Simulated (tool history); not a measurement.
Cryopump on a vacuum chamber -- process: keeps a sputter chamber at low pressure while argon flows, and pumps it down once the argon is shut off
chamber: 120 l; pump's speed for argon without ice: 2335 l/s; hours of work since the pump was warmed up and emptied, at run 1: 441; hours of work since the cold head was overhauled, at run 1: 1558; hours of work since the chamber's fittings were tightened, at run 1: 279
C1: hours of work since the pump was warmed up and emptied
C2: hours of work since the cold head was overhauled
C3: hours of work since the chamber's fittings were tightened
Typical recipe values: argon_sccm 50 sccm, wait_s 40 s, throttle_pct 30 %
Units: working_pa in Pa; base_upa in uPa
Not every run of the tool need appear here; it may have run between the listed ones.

run 1 hour=0 | argon_sccm=50 wait_s=40 throttle_pct=30 | C1=441 C2=1558 C3=279 | working_pa=0.1245 base_upa=0.66
run 2 hour=96 | argon_sccm=50 wait_s=40 throttle_pct=30 | C1=483 C2=1600 C3=320 | working_pa=0.1247 base_upa=0.67
run 3 hour=209.6 | argon_sccm=50 wait_s=40 throttle_pct=30 | C1=532 C2=1649 C3=369 | working_pa=0.1248 base_upa=0.66
run 4 hour=299.8 | argon_sccm=50 wait_s=40 throttle_pct=30 | C1=571 C2=1688 C3=408 | working_pa=0.1249 base_upa=0.67
run 5 hour=362.6 | argon_sccm=50 wait_s=158 throttle_pct=30 | C1=598 C2=1715 C3=435 | working_pa=0.1258 base_upa=0.36
run 6 hour=411.2 | argon_sccm=50 wait_s=40 throttle_pct=30 | C1=619 C2=1735 C3=456 | working_pa=0.1259 base_upa=0.75
run 7 hour=467.1 | argon_sccm=50 wait_s=40 throttle_pct=30 | C1=643 C2=1760 C3=480 | working_pa=0.1244 base_upa=0.76
run 8 hour=524.8 | argon_sccm=50 wait_s=40 throttle_pct=30 | C1=668 C2=1784 C3=505 | working_pa=0.126 base_upa=0.76
run 9 hour=597.1 | argon_sccm=50 wait_s=40 throttle_pct=30 | C1=699 C2=1816 C3=536 | working_pa=0.1244 base_upa=0.73
run 10 hour=684.6 | argon_sccm=50 wait_s=40 throttle_pct=30 | C1=736 C2=1853 C3=574 | working_pa=0.1253 base_upa=0.7
run 11 hour=797 | argon_sccm=50 wait_s=40 throttle_pct=30 | C1=785 C2=1902 C3=622 | working_pa=0.1255 base_upa=0.71
run 12 hour=892.9 | argon_sccm=50 wait_s=40 throttle_pct=30 | C1=826 C2=1943 C3=664 | working_pa=0.1271 base_upa=0.73
run 13 hour=980.5 | argon_sccm=50 wait_s=40 throttle_pct=30 | C1=864 C2=1981 C3=701 | working_pa=0.1273 base_upa=0.76
run 14 hour=1091.9 | argon_sccm=92 wait_s=148 throttle_pct=21 | C1=912 C2=2029 C3=749 | working_pa=0.3284 base_upa=0.42
run 15 hour=1150.6 | argon_sccm=26 wait_s=148 throttle_pct=49 | C1=937 C2=2054 C3=775 | working_pa=0.0427 base_upa=0.46
run 16 hour=1260.4 | argon_sccm=63 wait_s=24 throttle_pct=25 | C1=984 C2=2101 C3=822 | working_pa=0.1922 base_upa=1.11
run 17 hour=1370.3 | argon_sccm=63 wait_s=24 throttle_pct=25 | C1=1032 C2=2149 C3=869 | working_pa=0.192 base_upa=1.12
run 18 hour=1431.4 | argon_sccm=36 wait_s=43 throttle_pct=30 | C1=1058 C2=2175 C3=896 | working_pa=0.0926 base_upa=0.75
run 19 hour=1535.1 | argon_sccm=24 wait_s=124 throttle_pct=33 | C1=1103 C2=2220 C3=940 | working_pa=0.0558 base_upa=0.51
-- hour=1561.1 pump warmed up, emptied and cooled again
run 20 hour=1596 | argon_sccm=34 wait_s=30 throttle_pct=56 | C1=15 C2=2244 C3=964 | working_pa=0.0441 base_upa=0.93

Each row is a separate what-if for the run after 20, all from the same tool condition, not one after another. Results?
run A hour=1706.2 | argon_sccm=34 wait_s=30 throttle_pct=19 | C1=63 C2=2291 C3=1012 | working_pa=? base_upa=?
run B hour=1706.2 | argon_sccm=50 wait_s=40 throttle_pct=37 | C1=63 C2=2291 C3=1012 | working_pa=? base_upa=?
run C hour=1706.2 | argon_sccm=50 wait_s=59 throttle_pct=30 | C1=63 C2=2291 C3=1012 | working_pa=? base_upa=?
run D hour=1706.2 | argon_sccm=34 wait_s=30 throttle_pct=29 | C1=63 C2=2291 C3=1012 | working_pa=? base_upa=?
run E hour=1706.2 | argon_sccm=99 wait_s=100 throttle_pct=17 | C1=63 C2=2291 C3=1012 | working_pa=? base_upa=?

run=A working_pa=0.1305 base_upa=0.91
run=B working_pa=0.0993 base_upa=0.77
run=C working_pa=0.1222 base_upa=0.61
run=D working_pa=0.086 base_upa=0.95
run=E working_pa=0.4242 base_upa=0.52
Without the tool's hidden state the same runs would have given:
run=A working_pa=0.1297 base_upa=0.72
run=B working_pa=0.0981 base_upa=0.58
run=C working_pa=0.1211 base_upa=0.42
run=D working_pa=0.0852 base_upa=0.76
run=E working_pa=0.4219 base_upa=0.33

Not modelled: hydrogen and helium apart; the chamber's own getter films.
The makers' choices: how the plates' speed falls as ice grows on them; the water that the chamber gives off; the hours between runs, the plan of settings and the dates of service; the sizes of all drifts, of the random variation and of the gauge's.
